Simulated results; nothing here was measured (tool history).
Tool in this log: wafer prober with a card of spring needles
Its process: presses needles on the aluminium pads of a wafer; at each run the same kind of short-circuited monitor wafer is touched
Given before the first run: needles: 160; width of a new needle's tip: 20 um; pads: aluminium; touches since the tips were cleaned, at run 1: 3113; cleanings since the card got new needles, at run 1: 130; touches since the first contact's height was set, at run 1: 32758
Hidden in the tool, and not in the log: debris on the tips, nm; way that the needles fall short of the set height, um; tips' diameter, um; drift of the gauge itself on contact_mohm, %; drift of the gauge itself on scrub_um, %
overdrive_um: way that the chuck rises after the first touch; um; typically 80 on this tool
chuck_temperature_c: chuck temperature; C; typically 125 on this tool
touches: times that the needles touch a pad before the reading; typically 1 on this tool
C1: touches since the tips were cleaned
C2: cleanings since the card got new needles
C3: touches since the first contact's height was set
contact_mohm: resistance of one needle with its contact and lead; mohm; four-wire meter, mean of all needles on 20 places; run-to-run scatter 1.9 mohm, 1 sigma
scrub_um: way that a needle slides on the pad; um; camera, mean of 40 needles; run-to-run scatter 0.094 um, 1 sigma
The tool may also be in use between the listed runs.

Run 1, hour 0.0: usual settings; C1 3113; C2 130; C3 32758. Result: contact_mohm 203 mohm, scrub_um 21.70 um.
At hour 3.2: tips cleaned on abrasive film.
At hour 18.9: tips cleaned on abrasive film.
At hour 34.3: tips cleaned on abrasive film.
Run 2, hour 42.5: usual settings; C1 2216; C2 133; C3 44120. Result: contact_mohm 205 mohm, scrub_um 21.80 um.
At hour 48.9: tips cleaned on abrasive film.
At hour 64.0: tips cleaned on abrasive film.
Run 3, hour 75.5: usual settings; C1 3084; C2 135; C3 52955. Result: contact_mohm 209 mohm, scrub_um 21.66 um.
At hour 78.7: tips cleaned on abrasive film.
At hour 93.9: tips cleaned on abrasive film.
At hour 109.3: tips cleaned on abrasive film.
At hour 123.7: tips cleaned on abrasive film.
Run 4, hour 128.3: usual settings; C1 1231; C2 139; C3 67068. Result: contact_mohm 205 mohm, scrub_um 21.66 um.
At hour 137.8: tips cleaned on abrasive film.
At hour 147.0: height of the first contact set anew.
At hour 153.4: tips cleaned on abrasive film.
At hour 169.0: tips cleaned on abrasive film.
Run 5, hour 174.6: usual settings; C1 1520; C2 142; C3 7387. Result: contact_mohm 207 mohm, scrub_um 21.52 um.
At hour 183.9: tips cleaned on abrasive film.
At hour 196.6: tips cleaned on abrasive film.
At hour 212.0: tips cleaned on abrasive film.
Run 6, hour 220.2: usual settings; C1 2216; C2 145; C3 19584. Result: contact_mohm 202 mohm, scrub_um 21.63 um.
At hour 226.1: tips cleaned on abrasive film.
At hour 241.2: tips cleaned on abrasive film.
At hour 257.0: tips cleaned on abrasive film.
Run 7, hour 266.6: usual settings; C1 2580; C2 148; C3 31991. Result: contact_mohm 204 mohm, scrub_um 21.61 um.
At hour 272.4: tips cleaned on abrasive film.
At hour 287.5: tips cleaned on abrasive film.
At hour 302.1: tips cleaned on abrasive film.
At hour 317.3: tips cleaned on abrasive film.
Run 8, hour 324.1: usual settings; C1 1825; C2 152; C3 47358. Result: contact_mohm 207 mohm, scrub_um 21.56 um.
At hour 333.1: tips cleaned on abrasive film.
At hour 348.2: tips cleaned on abrasive film.
At hour 363.1: tips cleaned on abrasive film.
Run 9, hour 364.8: usual settings; C1 444; C2 155; C3 58242. Result: contact_mohm 208 mohm, scrub_um 21.86 um.
At hour 377.5: tips cleaned on abrasive film.
At hour 391.7: tips cleaned on abrasive film.
At hour 405.7: tips cleaned on abrasive film.
Run 10, hour 405.7: usual settings; C1 0; C2 158; C3 69175. Result: contact_mohm 205 mohm, scrub_um 21.83 um.
At hour 418.6: height of the first contact set anew.
At hour 421.7: tips cleaned on abrasive film.
Run 11, hour 433.0: usual settings; C1 3061; C2 159; C3 3873. Result: contact_mohm 206 mohm, scrub_um 21.69 um.
At hour 436.3: tips cleaned on abrasive film.
At hour 450.8: tips cleaned on abrasive film.
Run 12, hour 459.7: usual settings but touches 2; C1 2407; C2 161; C3 11007. Result: contact_mohm 208 mohm, scrub_um 21.55 um.
At hour 464.7: tips cleaned on abrasive film.
At hour 479.7: tips cleaned on abrasive film.
At hour 494.3: tips cleaned on abrasive film.
Run 13, hour 500.9: usual settings but touches 2; C1 1758; C2 164; C3 21998. Result: contact_mohm 206 mohm, scrub_um 21.71 um.
At hour 507.2: tips cleaned on abrasive film.
At hour 522.7: tips cleaned on abrasive film.
At hour 537.8: tips cleaned on abrasive film.
Run 14, hour 546.9: usual settings but touches 2; C1 2429; C2 167; C3 34307. Result: contact_mohm 204 mohm, scrub_um 21.80 um.
At hour 552.6: tips cleaned on abrasive film.
At hour 565.3: tips cleaned on abrasive film.
At hour 580.6: tips cleaned on abrasive film.
Run 15, hour 589.3: usual settings but touches 2; C1 2342; C2 170; C3 45658. Result: contact_mohm 206 mohm, scrub_um 21.79 um.

Predict the results of run 16:
At hour 595.1: tips cleaned on abrasive film.
At hour 610.7: tips cleaned on abrasive film.
At hour 625.7: tips cleaned on abrasive film.
At hour 640.7: tips cleaned on abrasive film.
Run 16, hour 640.7: usual settings but overdrive_um 82 um, chuck_temperature_c 36 C; C1 0; C2 174; C3 59393. Result: contact_mohm ?, scrub_um ?.

Run 16 produced contact_mohm 188 mohm, scrub_um 22.06 um.
Were there no unlogged condition in the tool, this run, its random variation unchanged, would have produced contact_mohm 188 mohm, scrub_um 22.07 um.
